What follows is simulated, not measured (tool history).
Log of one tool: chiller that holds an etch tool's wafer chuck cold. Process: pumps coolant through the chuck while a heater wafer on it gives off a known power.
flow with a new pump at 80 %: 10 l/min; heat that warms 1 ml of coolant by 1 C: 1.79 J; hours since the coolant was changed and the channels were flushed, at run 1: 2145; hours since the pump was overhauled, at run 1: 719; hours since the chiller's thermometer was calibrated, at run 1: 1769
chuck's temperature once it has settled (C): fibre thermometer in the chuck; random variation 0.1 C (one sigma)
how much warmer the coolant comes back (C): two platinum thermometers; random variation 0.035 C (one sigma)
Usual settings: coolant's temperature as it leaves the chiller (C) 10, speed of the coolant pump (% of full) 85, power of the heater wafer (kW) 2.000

run	hour	coolant's temperature as it leaves the chiller (C)	speed of the coolant pump (% of full)	power of the heater wafer (kW)	hours since the coolant was changed and the channels were flushed	hours since the pump was overhauled	hours since the chiller's thermometer was calibrated	chuck's temperature once it has settled (C)	how much warmer the coolant comes back (C)
1	0.0	10	85	2.000	2145	719	1769	23.5	6.43
2	32.4	10	93	2.000	2178	751	1801	22.5	5.84
3	66.2	10	93	2.000	2212	785	1835	22.5	5.81
4	92.1	10	93	2.000	2238	811	1861	22.5	5.80
5	123.5	10	93	2.000	2269	842	1892	22.5	5.87
6	156.3	17	85	2.000	2302	875	1925	30.5	6.45
7	183.1	1	85	2.000	2329	902	1952	14.5	6.44
8	201.2	1	85	2.000	2347	920	1970	14.5	6.39
9	219.3	1	85	2.000	2365	938	1988	14.6	6.42
10	235.1	6	85	2.000	2381	954	2004	19.4	6.51
11	258.2	10	85	2.000	2404	977	2027	23.5	6.51
# hour 261.5: chiller's thermometer calibrated
12	292.3	10	85	2.473	2437	1010	31	26.7	7.99
13	311.6	10	85	2.473	2456	1029	50	26.7	7.97
14	338.3	10	85	2.473	2483	1056	77	26.7	7.95
15	356.6	10	85	2.473	2501	1074	95	26.8	7.95
16	388.7	10	85	2.473	2533	1107	127	26.8	8.05
17	407.0	5	61	2.987	2551	1125	145	31.9	13.98
# hour 419.8: chiller's thermometer calibrated, once more
18	429.3	5	61	2.987	2573	1146	10	32.3	13.95
19	464.5	5	85	2.922	2608	1181	45	25.3	9.45
20	485.8	9	67	2.617	2629	1203	66	31.2	10.93

The next listed run, before its measurement:
21	519.8	20	96	2.617	2663	1237	100	?	?

chuck's temperature once it has settled (C): 36.5
how much warmer the coolant comes back (C): 7.43
Without the tool's hidden state the same run would have given chuck's temperature once it has settled (C) 34.7, how much warmer the coolant comes back (C) 7.20.

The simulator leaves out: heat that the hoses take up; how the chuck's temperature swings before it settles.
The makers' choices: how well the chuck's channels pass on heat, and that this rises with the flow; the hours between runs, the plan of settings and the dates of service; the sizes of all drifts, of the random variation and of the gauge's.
